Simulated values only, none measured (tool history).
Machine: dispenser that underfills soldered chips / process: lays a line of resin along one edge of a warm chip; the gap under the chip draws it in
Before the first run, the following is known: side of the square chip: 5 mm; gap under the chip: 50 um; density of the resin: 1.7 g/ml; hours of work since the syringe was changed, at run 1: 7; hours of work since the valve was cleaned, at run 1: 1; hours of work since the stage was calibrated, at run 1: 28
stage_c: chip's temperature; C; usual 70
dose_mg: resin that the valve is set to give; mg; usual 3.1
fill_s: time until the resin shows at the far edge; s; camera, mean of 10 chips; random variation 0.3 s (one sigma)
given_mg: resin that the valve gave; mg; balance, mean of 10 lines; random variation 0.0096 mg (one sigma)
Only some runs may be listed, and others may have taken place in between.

run,day,stage_c,dose_mg,hours of work since the syringe was changed,hours of work since the valve was cleaned,hours of work since the stage was calibrated,fill_s,given_mg
1,0,70,3.1,7,1,28,7.5,3.102
# day 0.05: new syringe of resin
2,0.379,70,3.1,6,8,35,7.6,3.085
# day 0.479: new syringe of resin
3,0.708,70,3.1,4,14,41,7.2,3.071
# day 0.896: new syringe of resin
4,1.154,70,3.1,5,22,49,6.8,3.056
# day 1.317: new syringe of resin
5,1.525,70,3.1,4,29,56,6.4,3.049
6,1.717,70,3.1,8,33,60,7.4,3.05
# day 1.767: new syringe of resin
7,2.05,70,3.54,5,39,66,6.3,3.479
# day 2.183: new syringe of resin
8,2.425,64,3.1,5,46,73,8.3,3.029
# day 2.612: new syringe of resin
# day 2.729: dispensing valve cleaned and set on the balance
9,2.904,64,3.21,5,3,81,8.3,3.201
# day 3.071: new syringe of resin
10,3.112,67,3.21,1,7,85,6,3.182
# day 3.504: new syringe of resin
11,3.529,67,3.82,0,15,92,6.1,3.802
# day 3.929: new syringe of resin
12,3.946,67,3.82,0,22,100,5.7,3.775

What will run 13 give?
13,4.246,67,3.82,6,28,105,?,?

{"run 13": {"fill_s": 7.7, "given_mg": 3.767}}
With no hidden state in the tool, this same run would have given fill_s 5.6 s, given_mg 3.823 mg.

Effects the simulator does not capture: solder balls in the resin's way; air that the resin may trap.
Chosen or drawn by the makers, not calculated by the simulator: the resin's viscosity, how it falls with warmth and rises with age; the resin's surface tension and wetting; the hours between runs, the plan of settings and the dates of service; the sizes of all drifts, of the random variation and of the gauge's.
